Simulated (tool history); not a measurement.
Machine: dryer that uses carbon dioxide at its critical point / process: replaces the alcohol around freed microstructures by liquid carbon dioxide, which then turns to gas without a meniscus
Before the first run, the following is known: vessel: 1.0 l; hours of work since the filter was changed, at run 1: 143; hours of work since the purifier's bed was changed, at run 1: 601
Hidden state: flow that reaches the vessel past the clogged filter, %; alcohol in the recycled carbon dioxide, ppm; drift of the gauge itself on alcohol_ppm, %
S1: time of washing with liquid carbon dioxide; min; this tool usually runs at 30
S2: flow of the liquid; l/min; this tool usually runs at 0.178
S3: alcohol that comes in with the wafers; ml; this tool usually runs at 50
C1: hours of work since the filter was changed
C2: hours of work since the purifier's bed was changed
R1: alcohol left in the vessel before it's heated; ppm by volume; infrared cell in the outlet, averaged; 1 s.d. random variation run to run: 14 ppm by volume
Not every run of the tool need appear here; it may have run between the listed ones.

{"run": 1, "hour": 0.0, "S1": 30, "S2": 0.178, "S3": 50, "C1": 143, "C2": 601, "R1": 1150}
{"run": 2, "hour": 36.9, "S1": 30, "S2": 0.178, "S3": 50, "C1": 166, "C2": 623, "R1": 1182}
{"run": 3, "hour": 68.5, "S1": 30, "S2": 0.178, "S3": 50, "C1": 185, "C2": 642, "R1": 1224}
{"run": 4, "hour": 111.8, "S1": 30, "S2": 0.178, "S3": 50, "C1": 211, "C2": 668, "R1": 1267}
{"run": 5, "hour": 146.5, "S1": 30, "S2": 0.178, "S3": 50, "C1": 232, "C2": 689, "R1": 1309}
{"run": 6, "hour": 174.1, "S1": 30, "S2": 0.178, "S3": 50, "C1": 248, "C2": 706, "R1": 1289}
{"run": 7, "hour": 221.9, "S1": 46, "S2": 0.178, "S3": 50, "C1": 277, "C2": 735, "R1": 356}
{"run": 8, "hour": 244.5, "S1": 30, "S2": 0.178, "S3": 50, "C1": 291, "C2": 748, "R1": 1373}
{"run": 9, "hour": 267.6, "S1": 30, "S2": 0.178, "S3": 50, "C1": 305, "C2": 762, "R1": 1386}
{"run": 10, "hour": 313.5, "S1": 30, "S2": 0.178, "S3": 50, "C1": 333, "C2": 790, "R1": 1428}
{"run": 11, "hour": 347.2, "S1": 30, "S2": 0.178, "S3": 50, "C1": 353, "C2": 810, "R1": 1431}
{"hour": 393.1, "done": "inlet filter changed"}
{"run": 12, "hour": 400.3, "S1": 30, "S2": 0.178, "S3": 50, "C1": 4, "C2": 842, "R1": 1101}
{"run": 13, "hour": 453.4, "S1": 30, "S2": 0.178, "S3": 50, "C1": 36, "C2": 874, "R1": 1150}
{"run": 14, "hour": 507.3, "S1": 30, "S2": 0.178, "S3": 50, "C1": 69, "C2": 906, "R1": 1174}
{"run": 15, "hour": 538.7, "S1": 27, "S2": 0.178, "S3": 88, "C1": 88, "C2": 925, "R1": 2756}

Forecast run 16:
{"run": 16, "hour": 588.4, "S1": 37, "S2": 0.259, "S3": 57, "C1": 118, "C2": 955, "R1": "?"}

{"run 16": {"R1": 321}}
Minus the tool's unlogged condition, the same run would have read R1 44 ppm by volume.
